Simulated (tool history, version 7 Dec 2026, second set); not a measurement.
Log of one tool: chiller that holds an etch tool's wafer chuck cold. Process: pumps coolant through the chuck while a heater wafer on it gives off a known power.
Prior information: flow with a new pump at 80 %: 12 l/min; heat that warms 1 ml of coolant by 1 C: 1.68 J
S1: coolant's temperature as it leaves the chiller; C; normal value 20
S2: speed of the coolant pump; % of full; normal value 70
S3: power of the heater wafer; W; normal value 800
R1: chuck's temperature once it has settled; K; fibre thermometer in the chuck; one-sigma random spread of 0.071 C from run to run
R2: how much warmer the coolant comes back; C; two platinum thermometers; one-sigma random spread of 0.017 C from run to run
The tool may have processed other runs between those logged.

run 1 day=0 | S1=20 S2=70 S3=800 | R1=300.49 R2=2.74
run 2 day=6.646 | S1=20 S2=70 S3=740 | R1=300.1 R2=2.54
run 3 day=12.092 | S1=20 S2=70 S3=800 | R1=300.7 R2=2.74
run 4 day=17.546 | S1=20 S2=70 S3=800 | R1=300.65 R2=2.73
run 5 day=25.896 | S1=20 S2=70 S3=800 | R1=300.45 R2=2.73
run 6 day=31.258 | S1=20 S2=70 S3=800 | R1=300.56 R2=2.73
run 7 day=40.783 | S1=20 S2=70 S3=800 | R1=300.54 R2=2.72
run 8 day=46.562 | S1=20 S2=70 S3=800 | R1=300.52 R2=2.71
run 9 day=52.408 | S1=20 S2=70 S3=800 | R1=300.5 R2=2.74
run 10 day=59.304 | S1=20 S2=70 S3=800 | R1=300.43 R2=2.75
run 11 day=68.629 | S1=20 S2=70 S3=800 | R1=300.4 R2=2.74
run 12 day=74.404 | S1=20 S2=70 S3=800 | R1=300.33 R2=2.78
run 13 day=79.808 | S1=16 S2=80 S3=571 | R1=293.86 R2=1.72
-- day=83.929 chiller's thermometer calibrated
run 14 day=84.45 | S1=16 S2=80 S3=571 | R1=293.9 R2=1.68
-- day=87.904 coolant pump overhauled
run 15 day=89.633 | S1=12 S2=99 S3=782 | R1=290.82 R2=1.85
run 16 day=99.354 | S1=21 S2=63 S3=761 | R1=301.42 R2=2.91
run 17 day=105.812 | S1=11 S2=70 S3=884 | R1=292.11 R2=3.02
run 18 day=114.796 | S1=11 S2=70 S3=884 | R1=291.99 R2=3.05
run 19 day=120.308 | S1=10 S2=79 S3=1059 | R1=291.97 R2=3.21
run 20 day=129.988 | S1=19 S2=79 S3=895 | R1=299.4 R2=2.67
-- day=130.4 gauge calibrated
run 21 day=138.562 | S1=14 S2=60 S3=625 | R1=293.46 R2=2.49

A few steps of R1 between consecutive runs. Split each: what settings, incoming material and random variation would produce without the hidden state, and what is left over for the hidden state, along with gauge scatter present in only one of the two compared results (measured, and without hidden state):
What the log doesn't record here: heat passed by the chuck's channels, % of clean ones'; flow at a given pump speed, % of a new pump's; coolant's true temperature over the reading, C; drift of the gauge itself on chuck_c, C; drift of the gauge itself on warmer_back_c, C.
Run 4 -> 5: no setting changed, nothing entered. R1 -0.2 K: hidden state -0.04, all else -0.16.
Run 15 -> 16: S1 12 -> 21, S2 99 -> 63, S3 782 -> 761. R1 +10.6 K: hidden state -0.03, all else +10.63.
Run 16 -> 17: S1 21 -> 11, S2 63 -> 70, S3 761 -> 884. R1 -9.31 K: hidden state -0.03, all else -9.28.
Run 20 -> 21: S1 19 -> 14, S2 79 -> 60, S3 895 -> 625, gauge calibrated. R1 -5.94 K: hidden state +0.42, all else -6.36.

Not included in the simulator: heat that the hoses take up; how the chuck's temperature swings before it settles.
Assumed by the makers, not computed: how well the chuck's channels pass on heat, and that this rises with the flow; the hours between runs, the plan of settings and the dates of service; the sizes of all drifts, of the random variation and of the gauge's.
